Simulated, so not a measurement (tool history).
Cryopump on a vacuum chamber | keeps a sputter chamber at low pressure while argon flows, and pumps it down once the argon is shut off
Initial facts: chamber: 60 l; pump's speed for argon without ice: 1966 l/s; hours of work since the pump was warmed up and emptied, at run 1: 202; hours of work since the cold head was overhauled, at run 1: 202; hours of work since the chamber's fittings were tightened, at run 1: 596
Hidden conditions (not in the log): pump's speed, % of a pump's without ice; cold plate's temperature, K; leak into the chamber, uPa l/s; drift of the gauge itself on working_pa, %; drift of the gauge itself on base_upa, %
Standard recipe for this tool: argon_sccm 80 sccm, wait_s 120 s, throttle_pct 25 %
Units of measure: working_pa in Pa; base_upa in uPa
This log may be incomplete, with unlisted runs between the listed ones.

run,hour,argon_sccm,wait_s,throttle_pct,hours of work since the pump was warmed up and emptied,hours of work since the cold head was overhauled,hours of work since the chamber's fittings were tightened,working_pa,base_upa
1,0.0,80,120,25,202,202,596,0.2789,1.27
2,16.5,80,120,25,211,211,605,0.2783,1.28
3,27.7,80,120,25,216,216,611,0.2775,1.27
4,41.7,80,120,25,224,224,618,0.2776,1.30
5,52.9,80,120,25,229,229,624,0.2785,1.30
6,67.7,80,120,25,237,237,631,0.2791,1.31
7,76.4,80,120,25,242,242,636,0.2798,1.31
8,95.0,80,120,25,251,251,645,0.2784,1.28
9,111.8,80,141,25,260,260,654,0.2787,1.26
10,124.7,55,39,59,266,266,661,0.0829,2.23
11,132.5,52,114,46,270,270,665,0.0991,1.36

Below are 4 alternative next runs, each starting from the tool's condition after run 11. Predict each:
A,141.5,104,46,16,275,275,669,?,?
B,141.5,80,120,56,275,275,669,?,?
C,141.5,41,120,19,275,275,669,?,?
D,141.5,42,39,43,275,275,669,?,?

run,working_pa,base_upa
A,0.5648,2.05
B,0.1277,1.35
C,0.1873,1.33
D,0.0861,2.23
Without the tool's hidden state the same runs would have given:
run,working_pa,base_upa
A,0.5591,1.27
B,0.1233,0.60
C,0.1850,0.57
D,0.0838,1.47
